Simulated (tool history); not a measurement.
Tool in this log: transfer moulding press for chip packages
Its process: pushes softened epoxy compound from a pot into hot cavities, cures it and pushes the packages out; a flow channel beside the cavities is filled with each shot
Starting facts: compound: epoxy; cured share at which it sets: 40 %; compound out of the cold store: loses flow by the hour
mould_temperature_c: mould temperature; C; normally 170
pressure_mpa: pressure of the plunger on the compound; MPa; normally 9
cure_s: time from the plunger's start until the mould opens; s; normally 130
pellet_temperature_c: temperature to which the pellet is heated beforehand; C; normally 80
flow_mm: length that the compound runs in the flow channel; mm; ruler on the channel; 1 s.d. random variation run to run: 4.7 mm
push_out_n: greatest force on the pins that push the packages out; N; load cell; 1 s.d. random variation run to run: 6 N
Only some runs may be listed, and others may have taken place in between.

run  hour  mould_temperature_c  pressure_mpa  cure_s  pellet_temperature_c  incoming compound's hours out of the cold store  flow_mm  push_out_n
  1     0                  170             9     130                    80                                             28.4      942         330
  2   8.3                  170          7.11     130                    80                                               48      746         357
     21.4  -- cavities cleaned with cleaning compound and waxed
  3    25                  170          7.11     130                    80                                             19.4      879         419
  4  31.7                  170          7.11     130                    80                                             21.5      859         415
  5  44.3                  170           6.9     130                    80                                             14.2      894         437
  6  56.4                  170           6.9     130                    80                                             32.4      797         451
     64.4  -- cavities cleaned with cleaning compound and waxed, once more
  7  65.1                  170             9     130                    80                                             26.8      936         238
  8  72.3                  175         10.15     130                    80                                             29.2      980         249
  9  82.5                  175         10.15     130                    80                                             29.9      968         271

The next listed run, before its measurement:
 10  96.7                  170          8.41     142                    80                                             46.9        ?           ?

Run 10 gave flow_mm 807 mm, push_out_n 325 N.
Minus the tool's unlogged condition, the same run would have read flow_mm 841 mm, push_out_n 210 N.

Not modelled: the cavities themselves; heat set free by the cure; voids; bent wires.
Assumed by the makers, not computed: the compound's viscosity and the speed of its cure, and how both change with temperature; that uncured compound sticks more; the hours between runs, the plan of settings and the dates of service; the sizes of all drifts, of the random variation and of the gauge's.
